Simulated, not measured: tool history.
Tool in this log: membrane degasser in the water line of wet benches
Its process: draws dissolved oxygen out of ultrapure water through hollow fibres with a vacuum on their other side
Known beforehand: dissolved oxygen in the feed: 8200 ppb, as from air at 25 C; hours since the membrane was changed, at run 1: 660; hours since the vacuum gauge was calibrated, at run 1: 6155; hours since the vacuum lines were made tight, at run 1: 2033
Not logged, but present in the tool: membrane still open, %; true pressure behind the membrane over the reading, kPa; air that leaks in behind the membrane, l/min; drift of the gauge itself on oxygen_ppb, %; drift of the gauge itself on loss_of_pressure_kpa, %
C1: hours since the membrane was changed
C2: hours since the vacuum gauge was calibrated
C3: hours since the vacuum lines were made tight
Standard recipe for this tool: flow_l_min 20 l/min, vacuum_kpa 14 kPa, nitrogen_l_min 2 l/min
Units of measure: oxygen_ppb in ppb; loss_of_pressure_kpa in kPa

run 1 hour=0 | flow_l_min=20 vacuum_kpa=14 nitrogen_l_min=2 | C1=660 C2=6155 C3=2033 | oxygen_ppb=277.8 loss_of_pressure_kpa=49.9
run 2 hour=29 | flow_l_min=20 vacuum_kpa=14 nitrogen_l_min=3.12 | C1=689 C2=6184 C3=2062 | oxygen_ppb=193.2 loss_of_pressure_kpa=50.2
run 3 hour=78.7 | flow_l_min=20 vacuum_kpa=14 nitrogen_l_min=3.12 | C1=739 C2=6234 C3=2112 | oxygen_ppb=192.6 loss_of_pressure_kpa=49.88
run 4 hour=121.4 | flow_l_min=20 vacuum_kpa=14 nitrogen_l_min=1.68 | C1=782 C2=6276 C3=2154 | oxygen_ppb=320.2 loss_of_pressure_kpa=50.09
run 5 hour=163.8 | flow_l_min=20 vacuum_kpa=14 nitrogen_l_min=1.68 | C1=824 C2=6319 C3=2197 | oxygen_ppb=323.5 loss_of_pressure_kpa=49.87
run 6 hour=220.9 | flow_l_min=20 vacuum_kpa=14 nitrogen_l_min=1.68 | C1=881 C2=6376 C3=2254 | oxygen_ppb=318.6 loss_of_pressure_kpa=50.18
run 7 hour=273.6 | flow_l_min=20 vacuum_kpa=10.7 nitrogen_l_min=2 | C1=934 C2=6429 C3=2307 | oxygen_ppb=201.3 loss_of_pressure_kpa=50.22
run 8 hour=313.5 | flow_l_min=20 vacuum_kpa=14 nitrogen_l_min=2 | C1=974 C2=6468 C3=2347 | oxygen_ppb=279.6 loss_of_pressure_kpa=50.03
run 9 hour=355.8 | flow_l_min=20 vacuum_kpa=14 nitrogen_l_min=2 | C1=1016 C2=6511 C3=2389 | oxygen_ppb=276.5 loss_of_pressure_kpa=50.07
run 10 hour=410.1 | flow_l_min=20 vacuum_kpa=14 nitrogen_l_min=2 | C1=1070 C2=6565 C3=2443 | oxygen_ppb=276.1 loss_of_pressure_kpa=49.61
run 11 hour=457.8 | flow_l_min=16 vacuum_kpa=12.9 nitrogen_l_min=2.45 | C1=1118 C2=6613 C3=2491 | oxygen_ppb=162.4 loss_of_pressure_kpa=40.14
run 12 hour=507.6 | flow_l_min=28 vacuum_kpa=16.2 nitrogen_l_min=2 | C1=1168 C2=6662 C3=2541 | oxygen_ppb=495.2 loss_of_pressure_kpa=69.8
run 13 hour=547.7 | flow_l_min=28 vacuum_kpa=16.2 nitrogen_l_min=2 | C1=1208 C2=6703 C3=2581 | oxygen_ppb=496.3 loss_of_pressure_kpa=69.89
run 14 hour=591.3 | flow_l_min=28 vacuum_kpa=16.2 nitrogen_l_min=2 | C1=1252 C2=6746 C3=2624 | oxygen_ppb=500.6 loss_of_pressure_kpa=70.13
run 15 hour=625.1 | flow_l_min=14 vacuum_kpa=8.8 nitrogen_l_min=3.1 | C1=1285 C2=6780 C3=2658 | oxygen_ppb=66.7 loss_of_pressure_kpa=34.92
run 16 hour=673.8 | flow_l_min=14 vacuum_kpa=28.5 nitrogen_l_min=2.89 | C1=1334 C2=6829 C3=2707 | oxygen_ppb=292.5 loss_of_pressure_kpa=35.11
run 17 hour=718.9 | flow_l_min=20 vacuum_kpa=30.5 nitrogen_l_min=2 | C1=1379 C2=6874 C3=2752 | oxygen_ppb=627.6 loss_of_pressure_kpa=49.74
run 18 hour=747.6 | flow_l_min=20 vacuum_kpa=30.5 nitrogen_l_min=2 | C1=1408 C2=6903 C3=2781 | oxygen_ppb=629.7 loss_of_pressure_kpa=49.96

Consider 4 possible next runs. They are alternatives, not a sequence: every one starts from the tool as it was left by run 18. What does each give?
run A hour=800.8 | flow_l_min=15 vacuum_kpa=30.5 nitrogen_l_min=2 | C1=1461 C2=6956 C3=2834 | oxygen_ppb=? loss_of_pressure_kpa=?
run B hour=800.8 | flow_l_min=21 vacuum_kpa=18.4 nitrogen_l_min=3.72 | C1=1461 C2=6956 C3=2834 | oxygen_ppb=? loss_of_pressure_kpa=?
run C hour=800.8 | flow_l_min=24 vacuum_kpa=13.8 nitrogen_l_min=2 | C1=1461 C2=6956 C3=2834 | oxygen_ppb=? loss_of_pressure_kpa=?
run D hour=800.8 | flow_l_min=20 vacuum_kpa=14.7 nitrogen_l_min=2.67 | C1=1461 C2=6956 C3=2834 | oxygen_ppb=? loss_of_pressure_kpa=?

run=A oxygen_ppb=474.4 loss_of_pressure_kpa=37.56
run=B oxygen_ppb=240.7 loss_of_pressure_kpa=52.55
run=C oxygen_ppb=344.2 loss_of_pressure_kpa=60.43
run=D oxygen_ppb=231.5 loss_of_pressure_kpa=50.23
What these runs would have given with no unlogged condition in the tool:
run=A oxygen_ppb=474.2 loss_of_pressure_kpa=37.56
run=B oxygen_ppb=240.6 loss_of_pressure_kpa=52.54
run=C oxygen_ppb=344 loss_of_pressure_kpa=60.42
run=D oxygen_ppb=231.4 loss_of_pressure_kpa=50.22
